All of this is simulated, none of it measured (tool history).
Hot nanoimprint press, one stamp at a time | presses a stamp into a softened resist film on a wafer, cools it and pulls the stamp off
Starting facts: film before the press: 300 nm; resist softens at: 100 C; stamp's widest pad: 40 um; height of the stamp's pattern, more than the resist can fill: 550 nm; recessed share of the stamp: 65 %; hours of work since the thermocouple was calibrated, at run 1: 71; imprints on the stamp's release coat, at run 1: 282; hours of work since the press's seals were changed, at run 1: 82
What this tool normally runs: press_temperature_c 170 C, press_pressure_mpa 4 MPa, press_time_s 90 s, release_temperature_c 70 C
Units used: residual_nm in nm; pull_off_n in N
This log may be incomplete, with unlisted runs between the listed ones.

| run | hour | press_temperature_c | press_pressure_mpa | press_time_s | release_temperature_c | hours of work since the thermocouple was calibrated | imprints on the stamp's release coat | hours of work since the press's seals were changed | residual_nm | pull_off_n |
|---|---|---|---|---|---|---|---|---|---|---|
| 1 | 0 | 170 | 4 | 90 | 70 | 71 | 282 | 82 | 156.5 | 123 |
| 2 | 4.2 | 170 | 4 | 90 | 70 | 74 | 303 | 85 | 155.6 | 124 |
| 3 | 12.2 | 170 | 4 | 90 | 70 | 79 | 342 | 90 | 157.9 | 123 |
| 4 | 20.6 | 170 | 4 | 90 | 70 | 85 | 383 | 96 | 157.3 | 123 |
| 5 | 29.3 | 170 | 4 | 90 | 70 | 90 | 425 | 101 | 156.1 | 124 |
| 6 | 34.3 | 170 | 4 | 90 | 70 | 94 | 449 | 105 | 156.7 | 126 |
| 7 | 40.4 | 170 | 4 | 90 | 70 | 98 | 479 | 109 | 156.8 | 126 |
| 8 | 49.8 | 170 | 4 | 90 | 70 | 104 | 525 | 115 | 156.3 | 125 |
| 9 | 54.4 | 170 | 4 | 90 | 60 | 107 | 547 | 118 | 158.1 | 153 |
| 10 | 63.4 | 170 | 4 | 80 | 70 | 113 | 591 | 124 | 163.9 | 126 |
| 11 | 72.3 | 170 | 4 | 80 | 70 | 119 | 634 | 130 | 162.8 | 128 |
| 12 | 79 | 168 | 4 | 80 | 70 | 123 | 667 | 134 | 176.5 | 128 |
| 13 | 88 | 170 | 2.71 | 90 | 70 | 129 | 711 | 140 | 189.2 | 131 |
| 14 | 94.3 | 170 | 2.71 | 90 | 70 | 133 | 741 | 144 | 192.4 | 130 |
|  | 98 | plate thermocouple calibrated |
| 15 | 102.4 | 163 | 2.71 | 90 | 70 | 3 | 766 | 148 | 235.9 | 131 |
| 16 | 112.7 | 163 | 2.71 | 90 | 70 | 10 | 816 | 154 | 237.2 | 130 |
| 17 | 121.5 | 170 | 2.85 | 90 | 75 | 15 | 859 | 160 | 185.7 | 116 |
| 18 | 127.9 | 170 | 2.85 | 90 | 55 | 20 | 890 | 164 | 187.9 | 173 |
| 19 | 138.2 | 162 | 4 | 90 | 63 | 26 | 940 | 171 | 213.1 | 149 |
|  | 143 | plate thermocouple calibrated, once more |
| 20 | 150.7 | 162 | 4 | 90 | 63 | 5 | 986 | 178 | 208.1 | 152 |
| 21 | 160.8 | 170 | 4.39 | 53 | 70 | 12 | 1036 | 184 | 173.8 | 132 |
| 22 | 165.5 | 160 | 5.31 | 130 | 70 | 15 | 1058 | 187 | 181.3 | 133 |
|  | 178.7 | stamp cleaned and given a new release coat |
| 23 | 181.4 | 171 | 4.91 | 82 | 69 | 21 | 13 | 194 | 135.8 | 122 |
| 24 | 191.7 | 170 | 4 | 90 | 75 | 28 | 63 | 201 | 155 | 108 |
| 25 | 196.3 | 169 | 3.46 | 90 | 72 | 31 | 85 | 204 | 173.2 | 113 |
| 26 | 202.6 | 169 | 3.46 | 90 | 72 | 35 | 116 | 208 | 173.8 | 115 |
| 27 | 211.7 | 169 | 3.46 | 90 | 72 | 41 | 160 | 214 | 173.7 | 114 |
| 28 | 217 | 166 | 3.59 | 90 | 71 | 45 | 186 | 217 | 188.4 | 117 |
| 29 | 223.2 | 160 | 3.49 | 61 | 64 | 49 | 216 | 221 | 247.9 | 137 |
| 30 | 229.5 | 171 | 4 | 90 | 69 | 53 | 247 | 226 | 149.4 | 124 |
| 31 | 234.2 | 171 | 4 | 90 | 69 | 56 | 270 | 229 | 149.8 | 125 |

Measured less the same run without the tool's hidden state. The same run-to-run variation is in both; the gauge's scatter may not be:
Unlogged tool condition in this case: true temperature over the reading, C; pressure that arrives at the usual setting, %; grip of the stamp's worn release coat, % over a new coat's; drift of the gauge itself on residual_nm, %; drift of the gauge itself on pull_off_n, %.
| run | residual_nm | pull_off_n |
|---|---|---|
| 1 | +1.5 | +4 |
| 2 | +1.6 | +4 |
| 3 | +1.7 | +4 |
| 4 | +1.8 | +5 |
| 5 | +1.9 | +6 |
| 6 | +2 | +6 |
| 7 | +2.1 | +6 |
| 8 | +2.2 | +7 |
| 9 | +2.2 | +9 |
| 10 | +2.4 | +8 |
| 11 | +2.6 | +9 |
| 12 | +2.8 | +9 |
| 13 | +2.6 | +10 |
| 14 | +2.7 | +10 |
| 15 | +4 | +12 |
| 16 | +4.2 | +12 |
| 17 | +4.6 | +11 |
| 18 | +4.6 | +16 |
| 19 | +5.5 | +15 |
| 20 | -0.3 | +14 |
| 21 | +0.2 | +13 |
| 22 | +0.2 | +13 |
| 23 | +0.4 | +0 |
| 24 | +0.4 | +0 |
| 25 | +0.3 | +1 |
| 26 | +0.4 | +1 |
| 27 | +0.5 | +1 |
| 28 | +0.6 | +2 |
| 29 | +0.5 | +3 |
| 30 | +1 | +3 |
| 31 | +1 | +4 |
